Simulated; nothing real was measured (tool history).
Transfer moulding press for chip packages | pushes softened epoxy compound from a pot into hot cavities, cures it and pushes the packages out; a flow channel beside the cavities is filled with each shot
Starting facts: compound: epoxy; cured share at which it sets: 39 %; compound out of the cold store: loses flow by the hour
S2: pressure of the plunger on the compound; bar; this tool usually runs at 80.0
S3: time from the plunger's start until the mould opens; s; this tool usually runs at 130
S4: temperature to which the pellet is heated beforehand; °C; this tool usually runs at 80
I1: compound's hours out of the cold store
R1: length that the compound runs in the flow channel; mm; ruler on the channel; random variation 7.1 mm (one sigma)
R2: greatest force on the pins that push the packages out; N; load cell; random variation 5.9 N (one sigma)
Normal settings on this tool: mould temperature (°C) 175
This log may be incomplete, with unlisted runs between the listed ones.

{"run": 1, "hour": 0.0, "mould temperature (°C)": 175, "S2": 80.0, "S3": 130, "S4": 80, "I1": 37.9, "R1": 747, "R2": 219}
{"hour": 4.5, "done": "cavities cleaned with cleaning compound and waxed"}
{"run": 2, "hour": 14.3, "mould temperature (°C)": 175, "S2": 80.0, "S3": 130, "S4": 80, "I1": 25.2, "R1": 793, "R2": 218}
{"run": 3, "hour": 36.0, "mould temperature (°C)": 175, "S2": 80.0, "S3": 130, "S4": 80, "I1": 44.4, "R1": 738, "R2": 211}
{"run": 4, "hour": 48.9, "mould temperature (°C)": 175, "S2": 80.0, "S3": 130, "S4": 80, "I1": 25.8, "R1": 766, "R2": 207}
{"run": 5, "hour": 59.8, "mould temperature (°C)": 175, "S2": 80.0, "S3": 130, "S4": 80, "I1": 13.3, "R1": 805, "R2": 228}
{"hour": 79.4, "done": "cavities cleaned with cleaning compound and waxed"}
{"run": 6, "hour": 79.4, "mould temperature (°C)": 175, "S2": 80.0, "S3": 130, "S4": 80, "I1": 45.9, "R1": 735, "R2": 212}

Run 7 has not been measured yet. What should we expect?
{"run": 7, "hour": 102.7, "mould temperature (°C)": 175, "S2": 66.5, "S3": 129, "S4": 79, "I1": 42.5, "R1": "?", "R2": "?"}

{"run 7": {"R1": 675, "R2": 213}}
Without the tool's hidden state the same run would have given R1 676 mm, R2 212 N.
